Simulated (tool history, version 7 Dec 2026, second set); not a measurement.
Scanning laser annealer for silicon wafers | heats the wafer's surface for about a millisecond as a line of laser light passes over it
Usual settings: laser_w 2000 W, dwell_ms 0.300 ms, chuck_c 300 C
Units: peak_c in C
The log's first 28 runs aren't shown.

run,hour,laser_w,dwell_ms,chuck_c,hours of work since the window was cleaned,hours of work since the power meter was calibrated,hours of work since the optics were aligned,peak_c
29,316.0,1954,0.376,304,232,495,123,1142
30,323.7,2197,0.213,314,237,501,128,1053
31,336.8,2155,0.310,314,247,511,138,1174
32,346.9,2155,0.310,314,255,518,146,1177
33,357.1,1803,0.310,325,262,526,153,1018
34,368.1,2000,0.315,272,270,534,161,1063
35,381.0,1838,0.264,284,280,544,171,939
36,395.5,1848,0.338,322,291,554,182,1065
37,402.7,2079,0.300,305,296,560,187,1119
38,412.1,2079,0.300,305,303,567,194,1114
39,419.8,2158,0.300,285,309,572,200,1137
40,427.4,2076,0.341,291,315,578,206,1153
41,437.5,2076,0.341,291,322,586,213,1153

3 ways to go on from here, each from the tool as it stands after run 41. What would each give?
A,451.4,2000,0.294,300,332,596,223,?
B,451.4,1877,0.375,324,332,596,223,?
C,451.4,2152,0.278,312,332,596,223,?

run,peak_c
A,1069
B,1121
C,1126
Without the tool's hidden state the same runs would have given:
run,peak_c
A,1070
B,1121
C,1127

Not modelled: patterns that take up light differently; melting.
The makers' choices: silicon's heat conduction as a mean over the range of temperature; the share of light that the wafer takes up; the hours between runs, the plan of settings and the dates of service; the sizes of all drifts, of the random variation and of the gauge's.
